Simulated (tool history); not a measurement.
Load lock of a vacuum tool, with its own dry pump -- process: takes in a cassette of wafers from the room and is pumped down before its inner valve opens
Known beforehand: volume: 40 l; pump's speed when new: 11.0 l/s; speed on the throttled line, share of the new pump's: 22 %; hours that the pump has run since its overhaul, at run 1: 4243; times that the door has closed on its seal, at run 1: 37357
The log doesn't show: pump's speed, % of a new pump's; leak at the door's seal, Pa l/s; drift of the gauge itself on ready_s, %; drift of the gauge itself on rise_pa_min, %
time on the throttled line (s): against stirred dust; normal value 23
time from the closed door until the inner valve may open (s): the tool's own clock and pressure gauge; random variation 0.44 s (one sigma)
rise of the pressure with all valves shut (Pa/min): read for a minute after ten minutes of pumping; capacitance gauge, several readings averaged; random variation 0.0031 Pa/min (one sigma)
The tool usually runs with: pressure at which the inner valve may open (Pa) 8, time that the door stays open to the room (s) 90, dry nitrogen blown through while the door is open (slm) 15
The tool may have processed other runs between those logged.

run,hour,time on the throttled line (s),pressure at which the inner valve may open (Pa),time that the door stays open to the room (s),dry nitrogen blown through while the door is open (slm),hours that the pump has run since its overhaul,times that the door has closed on its seal,"incoming humidity of the room's air, %",time from the closed door until the inner valve may open (s),rise of the pressure with all valves shut (Pa/min)
1,0.0,23,8,90,15,4243,37357,43.0,53.8,0.223
2,121.1,23,8,90,15,4364,37731,45.8,54.0,0.234
3,244.3,23,8,90,15,4487,38111,44.9,53.7,0.229
4,328.1,23,8,90,15,4571,38369,43.8,55.0,0.228
5,424.0,23,10,90,15,4667,38665,47.8,52.3,0.238
6,552.2,23,15,90,15,4795,39060,43.9,50.9,0.239
7,690.3,23,8,90,15,4933,39486,43.7,53.8,0.244
8,844.4,23,8,34,15,5087,39961,47.1,53.8,0.232
9,977.9,23,8,34,15,5221,40373,46.0,54.7,0.235
10,1076.3,23,8,90,15,5319,40677,45.8,54.4,0.253
11,1140.1,23,8,90,15,5383,40873,42.7,54.5,0.252
# hour 1212.5: door's seal changed, seat wiped
12,1217.9,23,8,90,15,5459,16,44.1,54.0,0.059
13,1348.9,23,8,90,15,5590,420,44.5,55.0,0.062
14,1419.0,23,8,90,15,5660,637,42.3,54.5,0.052
15,1536.8,23,8,90,15,5778,1000,49.3,55.4,0.058
16,1676.9,23,8,90,15,5918,1432,44.2,54.6,0.054
17,1759.6,23,11,90,10,6001,1687,46.4,53.3,0.061
18,1829.0,23,11,90,10,6070,1901,44.8,53.7,0.057
19,1945.1,34,8,90,15,6186,2259,45.2,63.5,0.053
20,2034.2,34,8,90,15,6275,2534,44.3,63.1,0.056
21,2148.2,15,9,46,29,6389,2886,47.1,48.3,0.038
22,2263.4,15,9,46,29,6505,3241,40.3,47.4,0.037
23,2410.4,22,12,205,12,6652,3694,46.9,52.0,0.084
24,2525.4,42,10,128,22,6767,4049,41.6,67.8,0.064
25,2635.1,12,8,119,15,6876,4387,49.2,46.9,0.072

For run 26, what comes out?
26,2762.9,12,8,119,15,7004,4781,43.7,?,?

Run 26 measured time from the closed door until the inner valve may open (s) 46.7, rise of the pressure with all valves shut (Pa/min) 0.071.
Take away the tool's hidden state, keep the run-to-run variation as it was, and the same run would have given time from the closed door until the inner valve may open (s) 43.9, rise of the pressure with all valves shut (Pa/min) 0.063.
